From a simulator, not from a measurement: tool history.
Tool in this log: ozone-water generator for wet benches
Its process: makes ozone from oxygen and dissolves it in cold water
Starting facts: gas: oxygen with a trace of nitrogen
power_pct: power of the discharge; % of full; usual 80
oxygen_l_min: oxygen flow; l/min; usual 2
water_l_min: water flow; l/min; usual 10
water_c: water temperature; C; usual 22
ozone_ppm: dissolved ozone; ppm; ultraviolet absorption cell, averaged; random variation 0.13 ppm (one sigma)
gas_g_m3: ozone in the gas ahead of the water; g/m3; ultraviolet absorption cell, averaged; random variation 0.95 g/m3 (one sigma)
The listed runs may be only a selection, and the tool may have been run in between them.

run    hour  power_pct  oxygen_l_min  water_l_min  water_c  ozone_ppm  gas_g_m3
  1       0         80             2           10       22       14.2     161.5
  2    34.4         80             2           10       22       14.3     162.3
  3    59.1         80             2           10       23       14.1     162.4
  4    97.5         80             2           10       23       13.9     161.2
  5   134.3         80             2           10       18       14.9     162.8
  6   178.5         80             2           10       18       15.1     163.9
  7   206.6         80             2           10       18       14.9     164.6
  8   253.8         80             2           10       22       14.1     163.9
  9   296.7         80             2           10       22       14.4     167.3
 10   327.3         80             2           10       22       14.2     163.3
 11   378.5         80             2           10       22       14.2     166.9
      405.5  -- water thermometer calibrated
        421  -- gauge calibrated
 12   430.2         80             2           10       22       14.4     160.9
 13     470         80             2           10       22       14.1     162.8
 14     507         80             2           10       22       14.5     162.8
 15   558.3         80             2           10       18       14.9     163.5
 16   586.6         80             2           10       18       14.8     163.6
 17   621.7         73          1.68           10       18       13.4     168.7
 18   669.9         73          1.68           10       18       13.8     168.6
 19   698.2         48          1.35            7       14       14.3     137.6
 20   731.6         48          1.35            7       14       14.2     141.1
 21   764.9         48          1.54           12       20        8.2     132.4
 22   790.5         48          1.54           12       20        8.1     130.1
 23   818.8         83          1.54            8       20       17.7     197.2
 24     865         66          2.26           11       22       11.7     134.1
 25   905.1         60          2.26           12       22        9.7     127.3
 26   928.6         83             2           10       22       14.5     172.1
 27   970.9         61          1.93            8       21       13.9     140.6
 28  1006.6         67          1.78            8       21       15.3       156
 29    1057         80             2           10       24         14     169.2
 30  1082.6         90             2           10       17       16.4     184.5
 31    1109         90             2           10       17       16.5     184.9
 32  1139.7         57             2           14       22        8.1     132.5

How would selected steps in gas_g_m3 from run to run divide? Give the signed amount a tool lacking its hidden state would still show from settings, what came in and random variation, and the signed amount left for the hidden state, including any gauge scatter that is not in both of the compared results.
Unlogged tool condition in this case: yield of the discharge, % of new electrodes'; contactor's efficiency, % of a clean one's; true water temperature over the reading, C; drift of the gauge itself on ozone_ppm, %; drift of the gauge itself on gas_g_m3, %.
Run 11 -> 12: water thermometer calibrated, gauge calibrated. gas_g_m3 -6 g/m3: hidden state -4.3, all else -1.7.
Run 22 -> 23: power_pct 48 -> 83, water_l_min 12 -> 8. gas_g_m3 +67.1 g/m3: hidden state +2, all else +65.1.
Run 23 -> 24: power_pct 83 -> 66, oxygen_l_min 1.54 -> 2.26, water_l_min 8 -> 11, water_c 20 -> 22. gas_g_m3 -63.1 g/m3: hidden state -1.2, all else -61.9.
Run 31 -> 32: power_pct 90 -> 57, water_l_min 10 -> 14, water_c 17 -> 22. gas_g_m3 -52.4 g/m3: hidden state -2.1, all else -50.3.
